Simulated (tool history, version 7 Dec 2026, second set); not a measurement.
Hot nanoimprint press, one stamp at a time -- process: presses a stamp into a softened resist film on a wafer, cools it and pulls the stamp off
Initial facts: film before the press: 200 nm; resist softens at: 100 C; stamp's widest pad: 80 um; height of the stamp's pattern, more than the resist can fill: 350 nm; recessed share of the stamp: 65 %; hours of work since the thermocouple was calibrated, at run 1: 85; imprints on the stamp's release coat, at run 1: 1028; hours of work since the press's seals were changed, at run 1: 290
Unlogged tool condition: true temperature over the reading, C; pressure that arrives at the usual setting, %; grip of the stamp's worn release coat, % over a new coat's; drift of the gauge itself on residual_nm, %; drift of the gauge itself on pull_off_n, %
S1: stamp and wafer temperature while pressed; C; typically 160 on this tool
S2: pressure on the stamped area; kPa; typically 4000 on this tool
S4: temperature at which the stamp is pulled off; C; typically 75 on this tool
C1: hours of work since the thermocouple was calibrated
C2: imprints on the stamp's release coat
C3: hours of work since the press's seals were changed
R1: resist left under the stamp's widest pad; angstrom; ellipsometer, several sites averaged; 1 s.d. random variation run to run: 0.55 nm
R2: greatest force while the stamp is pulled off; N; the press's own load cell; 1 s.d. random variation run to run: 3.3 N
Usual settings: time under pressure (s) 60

run 1 day=0.000 | S1=160 S2=4000 time_under_pressure_(s)=60 S4=75 | C1=85 C2=1028 C3=290 | R1=1068 R2=162
run 2 day=0.600 | S1=160 S2=4000 time_under_pressure_(s)=60 S4=75 | C1=91 C2=1053 C3=297 | R1=1058 R2=163
run 3 day=1.508 | S1=160 S2=4000 time_under_pressure_(s)=60 S4=75 | C1=101 C2=1092 C3=307 | R1=1068 R2=156
run 4 day=2.621 | S1=160 S2=4000 time_under_pressure_(s)=60 S4=75 | C1=114 C2=1139 C3=319 | R1=1062 R2=156
run 5 day=3.267 | S1=160 S2=4000 time_under_pressure_(s)=54 S4=75 | C1=121 C2=1166 C3=326 | R1=1099 R2=162
run 6 day=4.050 | S1=160 S2=4000 time_under_pressure_(s)=101 S4=75 | C1=130 C2=1199 C3=335 | R1=887 R2=162
run 7 day=5.104 | S1=154 S2=4000 time_under_pressure_(s)=101 S4=75 | C1=141 C2=1244 C3=347 | R1=1194 R2=163
run 8 day=6.104 | S1=154 S2=4000 time_under_pressure_(s)=107 S4=82 | C1=153 C2=1286 C3=358 | R1=1157 R2=133

Run 9 has not been measured yet. What should we expect?
run 9 day=7.367 | S1=154 S2=4000 time_under_pressure_(s)=107 S4=82 | C1=167 C2=1340 C3=372 | R1=? R2=?

Run 9 yielded R1 1172 angstrom, R2 135 N.
On a tool with no hidden condition, and with the same random variation, this run would have come out at R1 1172 angstrom, R2 134 N.

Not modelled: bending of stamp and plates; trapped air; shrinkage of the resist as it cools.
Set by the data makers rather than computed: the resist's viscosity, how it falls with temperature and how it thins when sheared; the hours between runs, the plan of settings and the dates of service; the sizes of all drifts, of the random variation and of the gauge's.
